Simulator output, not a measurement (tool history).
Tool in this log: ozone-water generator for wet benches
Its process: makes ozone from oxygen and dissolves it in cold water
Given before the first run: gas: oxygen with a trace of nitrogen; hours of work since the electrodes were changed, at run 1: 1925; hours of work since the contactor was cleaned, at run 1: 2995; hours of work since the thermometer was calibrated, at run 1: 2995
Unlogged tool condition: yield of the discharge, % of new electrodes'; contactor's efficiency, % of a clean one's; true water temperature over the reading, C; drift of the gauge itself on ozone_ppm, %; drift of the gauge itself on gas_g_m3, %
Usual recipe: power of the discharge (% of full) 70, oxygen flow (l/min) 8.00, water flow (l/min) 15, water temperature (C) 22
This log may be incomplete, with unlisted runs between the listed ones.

run,day,power of the discharge (% of full),oxygen flow (l/min),water flow (l/min),water temperature (C),hours of work since the electrodes were changed,hours of work since the contactor was cleaned,hours of work since the thermometer was calibrated,dissolved ozone (ppm),ozone in the gas ahead of the water (g/m3)
1,0.000,70,8.00,15,22,1925,2995,2995,36.7,251.8
2,1.683,70,8.00,15,22,1954,3024,3024,36.8,251.6
3,3.625,70,8.00,15,22,1988,3057,3057,36.7,252.6
4,4.883,70,8.00,15,22,2009,3079,3079,36.4,249.6
# day 6.225: water thermometer calibrated
5,7.375,70,6.87,15,22,2052,3121,20,36.6,264.6
# day 8.108: contactor cleaned
6,10.546,70,6.87,15,22,2104,42,72,37.7,265.0
7,13.200,70,8.00,24,22,2150,88,117,28.5,247.0
8,14.812,70,4.04,15,22,2177,116,145,36.4,325.4
9,17.117,73,8.00,15,22,2217,155,185,38.1,255.9
10,19.604,70,8.00,11,22,2260,198,228,42.9,247.0
11,21.333,70,6.18,15,22,2290,228,258,37.2,272.9
12,24.308,70,6.18,15,22,2341,279,309,37.4,271.1
13,26.179,70,8.00,15,22,2373,312,341,37.0,246.4
14,27.792,70,8.00,15,22,2401,340,369,37.3,243.9
15,30.825,70,8.00,15,22,2454,392,421,36.8,244.7
16,32.950,70,8.00,15,22,2490,428,458,37.4,247.0
17,35.404,70,8.00,15,27,2533,471,500,32.7,246.7
18,37.092,70,8.00,15,27,2562,500,530,33.0,243.9
19,38.938,70,8.00,15,27,2593,532,561,32.8,242.9
20,40.925,70,8.00,15,27,2628,566,596,33.1,243.4
21,42.879,88,7.10,22,26,2661,600,629,32.7,303.8
22,44.346,54,12.47,22,26,2687,625,655,21.9,168.0
23,47.004,54,12.47,22,26,2733,671,701,22.2,166.5

Estimate the outcome of run 24 from the log above:
24,49.517,54,12.47,18,26,2776,714,744,?,?

{"run 24": {"dissolved ozone (ppm)": 23.8, "ozone in the gas ahead of the water (g/m3)": 165.3}}
Were there no unlogged condition in the tool, this run, its random variation unchanged, would have produced dissolved ozone (ppm) 26.6, ozone in the gas ahead of the water (g/m3) 181.6.

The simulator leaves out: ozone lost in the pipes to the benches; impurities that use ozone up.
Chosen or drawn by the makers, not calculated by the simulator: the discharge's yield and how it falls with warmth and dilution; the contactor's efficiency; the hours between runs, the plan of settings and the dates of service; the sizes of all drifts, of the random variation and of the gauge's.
